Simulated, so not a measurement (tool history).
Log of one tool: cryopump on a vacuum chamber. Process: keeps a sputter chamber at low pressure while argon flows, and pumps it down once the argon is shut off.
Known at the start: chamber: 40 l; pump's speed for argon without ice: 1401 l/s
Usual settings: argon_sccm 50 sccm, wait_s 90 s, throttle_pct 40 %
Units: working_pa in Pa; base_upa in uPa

run	hour	argon_sccm	wait_s	throttle_pct	working_pa	base_upa
1	0	50	90	40	0.1519	1.42
2	35.7	50	90	40	0.1511	1.5
3	67.9	50	90	40	0.1521	1.45
4	111.6	50	90	40	0.1537	1.52
5	130.9	50	90	40	0.1512	1.47
6	155.6	50	90	40	0.1527	1.46
7	179.7	50	90	57	0.1079	1.48
8	224.8	50	90	57	0.1086	1.56
9	259.2	71	26	37	0.2361	4.39
10	295.3	62	90	40	0.1895	1.48
11	339.9	40	202	40	0.1231	0.92
12	373.9	40	202	40	0.1235	0.86
13	403.2	50	90	16	0.3792	1.5

Run 14 comes next. What will it give?
14	429.9	66	86	23	?	?

{"run 14": {"working_pa": 0.3528, "base_upa": 1.63}}
Without the tool's hidden state the same run would have given working_pa 0.3484 Pa, base_upa 1.43 uPa.

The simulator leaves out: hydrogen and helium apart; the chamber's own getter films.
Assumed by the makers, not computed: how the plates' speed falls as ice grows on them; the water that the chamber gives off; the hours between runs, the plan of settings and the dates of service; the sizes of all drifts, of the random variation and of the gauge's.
